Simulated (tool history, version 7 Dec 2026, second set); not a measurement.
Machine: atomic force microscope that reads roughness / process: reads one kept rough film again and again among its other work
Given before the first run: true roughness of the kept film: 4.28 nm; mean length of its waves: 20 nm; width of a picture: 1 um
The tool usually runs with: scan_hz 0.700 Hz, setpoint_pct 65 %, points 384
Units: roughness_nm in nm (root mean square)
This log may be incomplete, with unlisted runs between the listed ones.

run	hour	scan_hz	setpoint_pct	points	roughness_nm
1	0.0	0.700	65	384	2.814
2	38.7	0.700	65	384	2.672
3	70.2	0.700	65	384	2.524
4	99.9	0.700	65	384	2.418
5	122.6	0.700	65	384	2.329
6	144.6	0.700	65	384	3.034
7	165.4	0.700	65	646	2.934
8	201.6	0.700	65	646	2.805
9	223.6	0.700	65	646	2.704
10	262.9	0.700	65	646	2.547
11	296.3	0.700	65	789	2.441
12	328.7	0.700	65	789	2.319
13	360.0	1.112	65	789	2.974
14	400.1	1.271	76	540	2.658
15	421.6	1.271	76	540	2.556
16	446.2	1.271	77	641	2.456
17	484.0	1.271	77	641	2.315
18	504.9	1.271	77	641	2.238
19	529.9	0.892	84	614	2.162
20	562.8	3.853	83	668	2.133
21	590.0	0.700	61	384	2.809
22	608.3	0.700	55	300	2.736
23	639.9	2.622	60	576	2.502
24	679.7	2.622	60	576	2.341
25	706.9	1.375	75	757	2.227
26	742.4	1.375	75	757	2.871

Put back what was entered between runs (4 entries, withheld): which listed runs does each sit between, and how does the hidden state differ from the listed run before to the listed run after?
Logged between run 5 and run 6: new tip fitted (hour 137.3)
  radius of the tip, nm: 17.4 -> 8; height scale over the true one, %: -0.56 -> -0.58
  what was measured, less what the result would be without the hidden state, roughness_nm: -0.805 -> -0.122 nm (root mean square)
Logged between run 12 and run 13: new tip fitted (hour 334.5)
  radius of the tip, nm: 18.3 -> 8.4; height scale over the true one, %: -0.75 -> -0.78
  what was measured, less what the result would be without the hidden state, roughness_nm: -0.881 -> -0.163 nm (root mean square)
Logged between run 19 and run 20: new tip fitted (hour 533.2)
  radius of the tip, nm: 18.1 -> 9; height scale over the true one, %: -0.94 -> -0.97
  what was measured, less what the result would be without the hidden state, roughness_nm: -0.810 -> -0.160 nm (root mean square)
Logged between run 25 and run 26: new tip fitted (hour 731.0)
  radius of the tip, nm: 16.9 -> 7.9; height scale over the true one, %: -1.11 -> -1.14
  what was measured, less what the result would be without the hidden state, roughness_nm: -0.755 -> -0.118 nm (root mean square)

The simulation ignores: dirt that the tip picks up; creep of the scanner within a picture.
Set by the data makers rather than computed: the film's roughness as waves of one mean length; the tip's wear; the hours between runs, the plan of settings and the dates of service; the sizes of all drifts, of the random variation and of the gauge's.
